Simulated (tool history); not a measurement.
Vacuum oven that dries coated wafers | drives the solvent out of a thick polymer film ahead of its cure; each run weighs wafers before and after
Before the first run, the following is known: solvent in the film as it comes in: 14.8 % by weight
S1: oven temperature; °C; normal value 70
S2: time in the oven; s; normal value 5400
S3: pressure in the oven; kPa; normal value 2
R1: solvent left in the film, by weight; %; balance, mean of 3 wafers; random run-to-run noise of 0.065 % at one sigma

run,hour,S1,S2,S3,R1
1,0,70,5400,2,4.09
2,26.8,70,5400,2,4.15
3,59.8,70,5400,2,4.06
4,78.5,70,5400,2,4.2
5,102.3,70,5400,2,4.05
6,121.7,70,5400,2,4.2
7,146.2,70,5400,2,4.07
8,166.1,70,5400,2,4.14
9,181.7,70,5400,2,4.09
10,210.3,70,6240,2,3.95
11,242.4,70,5400,2,4
12,268.9,70,5400,2,4.08
13,298.7,70,5400,2,4.11
14,330,70,5400,2,4.02
15,348.6,70,5400,2,4.1
16,364.6,70,5400,2,4.01
17,399.1,70,6000,2,4.01
18,435.5,72,5400,2,3.75
19,451,70,5400,2,4.11
20,473.5,70,4800,2,4.32
21,507.4,70,6720,2,3.91
22,537.3,63,5400,2,6.4
23,553.2,63,5400,2,6.38
24,576.8,70,5400,5.54,10.34
25,598.7,70,5400,5.58,10.21
26,633.7,74,5400,1.38,2.37
27,657.7,83,5400,1.47,1.57
28,680.3,57,3360,3.58,12.91
29,716.1,57,3360,3.58,12.96
30,746.3,57,3360,3.58,12.94
31,777.5,57,3360,3.58,13.05
32,796.6,73,9600,1.82,2.91
33,832.4,65,5400,1.78,5.3
34,849.4,65,5400,1.78,5.08
35,883.3,65,5400,1.78,5.28
36,907,65,5400,1.78,5.13
37,930.4,73,5340,2.04,3.6
38,947.4,76,5040,5.37,7.5
39,967.6,75,3660,2,3.66
40,984.1,75,3660,2,3.59
41,1020.8,60,7020,3.27,10.02
42,1048.2,57,9600,2.89,10.11
43,1070.8,64,2760,7.03,14.65

Put back what was entered between runs (1 entry, withheld): which listed runs does each sit between, and how does the hidden state differ from the listed run before to the listed run after?
Runs 38 to 39: oven's thermocouples calibrated (hour 967.4)
  true wafer temperature over the reading, C: 0.08 -> 0; true pressure over the reading, kPa: 0.014 -> 0.015

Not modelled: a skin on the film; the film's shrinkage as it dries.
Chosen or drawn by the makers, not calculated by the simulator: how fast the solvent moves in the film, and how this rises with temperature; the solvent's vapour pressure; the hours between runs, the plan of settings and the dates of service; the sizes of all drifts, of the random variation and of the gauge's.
